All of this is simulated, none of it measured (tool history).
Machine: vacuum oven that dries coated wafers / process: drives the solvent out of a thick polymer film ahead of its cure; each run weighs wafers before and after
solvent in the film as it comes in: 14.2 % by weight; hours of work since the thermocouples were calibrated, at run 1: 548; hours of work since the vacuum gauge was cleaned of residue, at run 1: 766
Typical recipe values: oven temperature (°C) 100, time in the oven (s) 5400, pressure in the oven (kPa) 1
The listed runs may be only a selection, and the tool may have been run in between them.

run,hour,oven temperature (°C),time in the oven (s),pressure in the oven (kPa),hours of work since the thermocouples were calibrated,hours of work since the vacuum gauge was cleaned of residue,solvent left in the film (%)
1,0,100,5400,1,548,766,2.93
2,25.9,100,5400,1,565,783,2.93
3,70.7,100,5400,3.78,595,813,5.33
4,113.8,100,6720,1,623,841,2.27
5,151.2,100,5400,2.86,648,866,4.57
6,190.2,100,5400,2.86,674,891,4.6
7,213.3,100,5400,2.86,689,907,4.64
8,256.7,100,5400,2.86,718,935,4.63
9,294.4,100,5400,2.86,742,960,4.65
10,338.2,100,5400,2.86,771,989,4.59
11,377.6,100,5400,2.48,797,1015,4.12
12,397.7,100,3000,0.78,811,1028,4.97
13,426.3,89,6420,1,829,1047,5.32
14,469,100,4980,1,858,1075,3.19
# hour 487.4: oven's thermocouples calibrated
15,504.1,112,5400,1.48,11,1097,1.23
16,523.6,105,3840,0.59,24,1110,2.53
17,548,96,4920,0.5,40,1126,3.88
18,571.8,86,5160,0.5,56,1142,6.58
19,611.4,86,5160,0.5,82,1168,6.61
20,651.1,86,5160,1.3,108,1194,7.45
21,694.1,86,5160,3.39,136,1222,9.4
22,715.6,86,5160,3.39,150,1236,9.41

Consider 3 possible next runs. They are alternatives, not a sequence: every one starts from the tool as it was left by run 22. What does each give?
A,734.9,86,4020,2.84,163,1249,?
B,734.9,104,5400,1,163,1249,?
C,734.9,93,3420,0.99,163,1249,?

run,solvent left in the film (%)
A,9.56
B,2.07
C,6.59
Take away the tool's hidden state, keep each run's random variation, and the runs would have read:
run,solvent left in the film (%)
A,9.56
B,2.07
C,6.59
